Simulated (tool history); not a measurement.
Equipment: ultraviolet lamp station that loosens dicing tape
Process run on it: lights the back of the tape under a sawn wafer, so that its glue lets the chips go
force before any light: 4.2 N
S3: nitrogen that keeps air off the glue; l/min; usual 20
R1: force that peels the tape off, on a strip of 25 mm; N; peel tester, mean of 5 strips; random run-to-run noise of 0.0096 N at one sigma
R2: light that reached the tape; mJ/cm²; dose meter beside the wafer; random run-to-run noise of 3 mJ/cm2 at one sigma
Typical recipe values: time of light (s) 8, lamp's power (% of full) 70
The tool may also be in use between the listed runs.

Run 1, hour 0: usual settings. Result: R1 0.56 N, R2 352 mJ/cm².
Run 2, hour 33.7: usual settings. Result: R1 0.599 N, R2 346 mJ/cm².
Run 3, hour 76.1: usual settings. Result: R1 0.634 N, R2 343 mJ/cm².
Run 4, hour 112.9: usual settings but time of light (s) 4. Result: R1 1.516 N, R2 165 mJ/cm².
Run 5, hour 153.7: usual settings. Result: R1 0.619 N, R2 334 mJ/cm².
Run 6, hour 187.8: usual settings. Result: R1 0.692 N, R2 323 mJ/cm².
Run 7, hour 225.6: usual settings but S3 9 l/min. Result: R1 0.994 N, R2 323 mJ/cm².
Run 8, hour 248.3: usual settings but S3 9 l/min. Result: R1 1.043 N, R2 318 mJ/cm².
Run 9, hour 275.9: usual settings. Result: R1 0.68 N, R2 315 mJ/cm².
Run 10, hour 305.6: usual settings but time of light (s) 14, lamp's power (% of full) 95, S3 28 l/min. Result: R1 0.207 N, R2 735 mJ/cm².
At hour 335.3: window cleaned of glue's vapour.
Run 11, hour 340.5: usual settings but time of light (s) 6, S3 10 l/min. Result: R1 1.498 N, R2 221 mJ/cm².
Run 12, hour 363.1: usual settings but time of light (s) 6, lamp's power (% of full) 61, S3 30 l/min. Result: R1 1.152 N, R2 191 mJ/cm².
Run 13, hour 403.3: usual settings but time of light (s) 5, S3 24 l/min. Result: R1 1.356 N, R2 179 mJ/cm².
At hour 413.4: window cleaned of glue's vapour, once more.
Run 14, hour 444.6: usual settings but lamp's power (% of full) 89. Result: R1 0.456 N, R2 415 mJ/cm².
Run 15, hour 476: usual settings but time of light (s) 4, lamp's power (% of full) 72, S3 14 l/min. Result: R1 1.792 N, R2 166 mJ/cm².
Run 16, hour 510.1: usual settings but time of light (s) 4, lamp's power (% of full) 72, S3 14 l/min. Result: R1 1.74 N, R2 161 mJ/cm².
Run 17, hour 556.8: usual settings but time of light (s) 9, lamp's power (% of full) 75. Result: R1 0.502 N, R2 374 mJ/cm².
Run 18, hour 600.8: usual settings but lamp's power (% of full) 90, S3 7 l/min. Result: R1 0.905 N, R2 397 mJ/cm².

Each row is a separate what-if for the run after 18, all from the same tool condition, not one after another. Results?
Run A, hour 632.8: usual settings but time of light (s) 11, lamp's power (% of full) 62, S3 9 l/min. Result: R1 ?, R2 ?.
Run B, hour 632.8: usual settings but time of light (s) 11, lamp's power (% of full) 73, S3 7 l/min. Result: R1 ?, R2 ?.
Run C, hour 632.8: usual settings but time of light (s) 5. Result: R1 ?, R2 ?.
Run D, hour 632.8: usual settings but time of light (s) 5, lamp's power (% of full) 69, S3 39 l/min. Result: R1 ?, R2 ?.
Run E, hour 632.8: usual settings. Result: R1 ?, R2 ?.

run     R1   R2
  A  0.856  374
  B  0.783  431
  C   1.32  188
  D  1.063  186
  E  0.746  308
Had the tool no hidden state, the same runs would have come out as:
run     R1   R2
  A  0.494  536
  B  0.451  621
  C  0.842  271
  D   0.64  269
  E  0.426  442
